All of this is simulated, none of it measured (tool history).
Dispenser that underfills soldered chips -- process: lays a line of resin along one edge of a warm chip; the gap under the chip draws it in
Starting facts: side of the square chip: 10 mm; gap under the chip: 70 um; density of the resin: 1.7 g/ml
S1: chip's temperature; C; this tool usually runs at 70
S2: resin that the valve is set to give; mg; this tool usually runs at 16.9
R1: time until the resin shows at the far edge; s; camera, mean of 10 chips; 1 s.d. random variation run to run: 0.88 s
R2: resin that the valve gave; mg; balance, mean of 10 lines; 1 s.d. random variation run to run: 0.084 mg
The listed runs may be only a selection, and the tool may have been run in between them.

Run 1, hour 0: usual settings. Result: R1 115.5 s, R2 16.71 mg.
At hour 9.1: new syringe of resin.
Run 2, hour 14.3: usual settings. Result: R1 109.2 s, R2 16.61 mg.
At hour 24.9: new syringe of resin.
Run 3, hour 31.3: usual settings but S1 58 C. Result: R1 170.7 s, R2 16.36 mg.
At hour 40: new syringe of resin.
Run 4, hour 44.1: usual settings. Result: R1 101 s, R2 16.47 mg.
Run 5, hour 52.8: usual settings. Result: R1 153.8 s, R2 16.29 mg.
At hour 55.3: new syringe of resin.
Run 6, hour 63.5: usual settings. Result: R1 124.5 s, R2 16.14 mg.
At hour 71.1: new syringe of resin.
Run 7, hour 80.8: usual settings but S2 15 mg. Result: R1 140.5 s, R2 14.09 mg.
At hour 86.4: new syringe of resin.
Run 8, hour 98.6: usual settings but S1 75 C. Result: R1 127.4 s, R2 15.88 mg.
At hour 101.5: new syringe of resin.
Run 9, hour 111.5: usual settings. Result: R1 133 s, R2 15.78 mg.
At hour 116.7: dispensing valve cleaned and set on the balance.
At hour 118.6: new syringe of resin.
Run 10, hour 123.2: usual settings but S1 81 C. Result: R1 72.6 s, R2 16.65 mg.
At hour 133.4: new syringe of resin.
Run 11, hour 137.6: usual settings but S1 81 C. Result: R1 70.8 s, R2 16.65 mg.
Run 12, hour 146: usual settings but S1 81 C. Result: R1 105.3 s, R2 16.58 mg.
At hour 148.4: new syringe of resin.
Run 13, hour 159.7: usual settings. Result: R1 140 s, R2 16.11 mg.
At hour 163.4: new syringe of resin.
Run 14, hour 172.1: usual settings. Result: R1 125.4 s, R2 16.18 mg.
At hour 178.5: new syringe of resin.
Run 15, hour 181.3: usual settings but S2 15 mg. Result: R1 96.1 s, R2 14.18 mg.
At hour 193.7: new syringe of resin.
Run 16, hour 195.1: usual settings but S2 15 mg. Result: R1 91 s, R2 14.08 mg.
At hour 208.7: new syringe of resin.
Run 17, hour 210.7: usual settings but S1 79 C, S2 14.6 mg. Result: R1 70.9 s, R2 13.63 mg.

Run 18 comes next. What will it give?
At hour 223.5: new syringe of resin.
Run 18, hour 225.5: usual settings but S1 71 C, S2 21.2 mg. Result: R1 ?, R2 ?.

Run 18 yielded R1 81.7 s, R2 19.63 mg.
Without the tool's hidden state the same run would have given R1 77.1 s, R2 21.14 mg.

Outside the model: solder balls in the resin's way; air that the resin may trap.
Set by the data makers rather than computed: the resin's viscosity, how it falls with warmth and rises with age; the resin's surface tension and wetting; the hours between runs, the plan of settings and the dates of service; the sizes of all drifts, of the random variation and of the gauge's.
